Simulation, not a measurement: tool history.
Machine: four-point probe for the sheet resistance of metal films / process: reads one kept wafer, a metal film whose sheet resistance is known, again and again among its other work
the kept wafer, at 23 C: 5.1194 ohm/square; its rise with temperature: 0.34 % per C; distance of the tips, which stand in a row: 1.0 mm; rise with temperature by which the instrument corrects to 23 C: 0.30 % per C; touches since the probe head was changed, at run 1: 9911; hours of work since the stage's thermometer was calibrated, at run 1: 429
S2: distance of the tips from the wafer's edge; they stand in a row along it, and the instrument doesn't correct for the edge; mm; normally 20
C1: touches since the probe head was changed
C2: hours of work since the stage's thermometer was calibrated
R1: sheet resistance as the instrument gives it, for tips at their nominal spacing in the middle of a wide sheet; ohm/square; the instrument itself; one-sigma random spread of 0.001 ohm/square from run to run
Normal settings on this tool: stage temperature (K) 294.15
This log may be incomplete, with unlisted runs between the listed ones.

run 1 hour=0 | stage_temperature_(K)=294.15 S2=20 | C1=9911 C2=429 | R1=5.106081
run 2 hour=49.5 | stage_temperature_(K)=294.15 S2=20 | C1=10560 C2=461 | R1=5.107398
run 3 hour=93.5 | stage_temperature_(K)=294.15 S2=20 | C1=11137 C2=489 | R1=5.106953
run 4 hour=135 | stage_temperature_(K)=294.15 S2=20 | C1=11682 C2=516 | R1=5.108769
run 5 hour=181.4 | stage_temperature_(K)=294.15 S2=20 | C1=12292 C2=546 | R1=5.10763
run 6 hour=223.4 | stage_temperature_(K)=303.15 S2=20 | C1=12842 C2=574 | R1=5.122491
run 7 hour=246 | stage_temperature_(K)=303.15 S2=20 | C1=13139 C2=588 | R1=5.122967
run 8 hour=271.5 | stage_temperature_(K)=303.15 S2=20 | C1=13473 C2=605 | R1=5.123439
run 9 hour=312.9 | stage_temperature_(K)=303.15 S2=20 | C1=14017 C2=632 | R1=5.122237
run 10 hour=340.6 | stage_temperature_(K)=294.15 S2=20 | C1=14380 C2=650 | R1=5.105264
run 11 hour=388.7 | stage_temperature_(K)=294.15 S2=20 | C1=15011 C2=681 | R1=5.106575
run 12 hour=429.1 | stage_temperature_(K)=294.15 S2=20 | C1=15542 C2=707 | R1=5.103892
run 13 hour=454.3 | stage_temperature_(K)=294.15 S2=20 | C1=15872 C2=723 | R1=5.104174
run 14 hour=503 | stage_temperature_(K)=294.15 S2=20 | C1=16512 C2=755 | R1=5.102734
run 15 hour=544.1 | stage_temperature_(K)=294.15 S2=20 | C1=17050 C2=781 | R1=5.104092
run 16 hour=595 | stage_temperature_(K)=294.15 S2=20 | C1=17719 C2=814 | R1=5.104817
run 17 hour=634.5 | stage_temperature_(K)=294.15 S2=8 | C1=18236 C2=840 | R1=5.139838
run 18 hour=661.4 | stage_temperature_(K)=294.15 S2=8 | C1=18590 C2=857 | R1=5.136702
run 19 hour=710.4 | stage_temperature_(K)=294.15 S2=16 | C1=19233 C2=889 | R1=5.106686
run 20 hour=746.9 | stage_temperature_(K)=294.15 S2=16 | C1=19712 C2=913 | R1=5.106711
run 21 hour=784.4 | stage_temperature_(K)=294.15 S2=16 | C1=20203 C2=937 | R1=5.106115
run 22 hour=813.4 | stage_temperature_(K)=292.15 S2=16 | C1=20585 C2=956 | R1=5.10191
run 23 hour=856.9 | stage_temperature_(K)=292.15 S2=16 | C1=21155 C2=984 | R1=5.103801
run 24 hour=878.8 | stage_temperature_(K)=301.15 S2=12 | C1=21442 C2=998 | R1=5.127367
run 25 hour=919.6 | stage_temperature_(K)=299.15 S2=50 | C1=21978 C2=1025 | R1=5.104998
run 26 hour=956.4 | stage_temperature_(K)=299.15 S2=50 | C1=22460 C2=1049 | R1=5.105556
-- hour=959.6 stage's thermometer calibrated
run 27 hour=994.6 | stage_temperature_(K)=307.15 S2=5 | C1=22955 C2=23 | R1=5.222889
run 28 hour=1031.7 | stage_temperature_(K)=307.15 S2=5 | C1=23442 C2=47 | R1=5.223999
run 29 hour=1064.1 | stage_temperature_(K)=302.15 S2=28 | C1=23867 C2=68 | R1=5.108946
run 30 hour=1105.5 | stage_temperature_(K)=302.15 S2=28 | C1=24411 C2=95 | R1=5.109626
run 31 hour=1150.4 | stage_temperature_(K)=302.15 S2=28 | C1=24999 C2=124 | R1=5.109843
run 32 hour=1181.2 | stage_temperature_(K)=302.15 S2=28 | C1=25404 C2=144 | R1=5.107426
run 33 hour=1232.6 | stage_temperature_(K)=294.15 S2=21 | C1=26078 C2=177 | R1=5.095764
-- hour=1239 stage's thermometer calibrated, once more
run 34 hour=1269.7 | stage_temperature_(K)=295.15 S2=36 | C1=26558 C2=20 | R1=5.103696
run 35 hour=1310.9 | stage_temperature_(K)=306.15 S2=28 | C1=27100 C2=47 | R1=5.124955
run 36 hour=1339.6 | stage_temperature_(K)=306.15 S2=28 | C1=27475 C2=65 | R1=5.124004
run 37 hour=1363.9 | stage_temperature_(K)=307.15 S2=55 | C1=27795 C2=81 | R1=5.124126
run 38 hour=1406.1 | stage_temperature_(K)=298.15 S2=64 | C1=28348 C2=108 | R1=5.105654
run 39 hour=1457.6 | stage_temperature_(K)=300.15 S2=4 | C1=29024 C2=142 | R1=5.273303

Results for each run, recomputed without the tool's hidden state and with each run's random variation untouched:
Hidden conditions of the tool in this case: inner tips' distance over the nominal, %; tips' flats over new ones', %; wafer's true temperature over the reading, C; drift of the gauge itself on sheet_ohm, %.
run=1 R1=5.120639
run=2 R1=5.122293
run=3 R1=5.122153
run=4 R1=5.124247
run=5 R1=5.123427
run=6 R1=5.138539
run=7 R1=5.13917
run=8 R1=5.139815
run=9 R1=5.138866
run=10 R1=5.122123
run=11 R1=5.123784
run=12 R1=5.121366
run=13 R1=5.121819
run=14 R1=5.120714
run=15 R1=5.122372
run=16 R1=5.123456
run=17 R1=5.158845
run=18 R1=5.155885
run=19 R1=5.126105
run=20 R1=5.126381
run=21 R1=5.126026
run=22 R1=5.122031
run=23 R1=5.124215
run=24 R1=5.147854
run=25 R1=5.125678
run=26 R1=5.126501
run=27 R1=5.246639
run=28 R1=5.248016
run=29 R1=5.132792
run=30 R1=5.133738
run=31 R1=5.134253
run=32 R1=5.132039
run=33 R1=5.120893
run=34 R1=5.120783
run=35 R1=5.14237
run=36 R1=5.141609
run=37 R1=5.141899
run=38 R1=5.12367
run=39 R1=5.292206
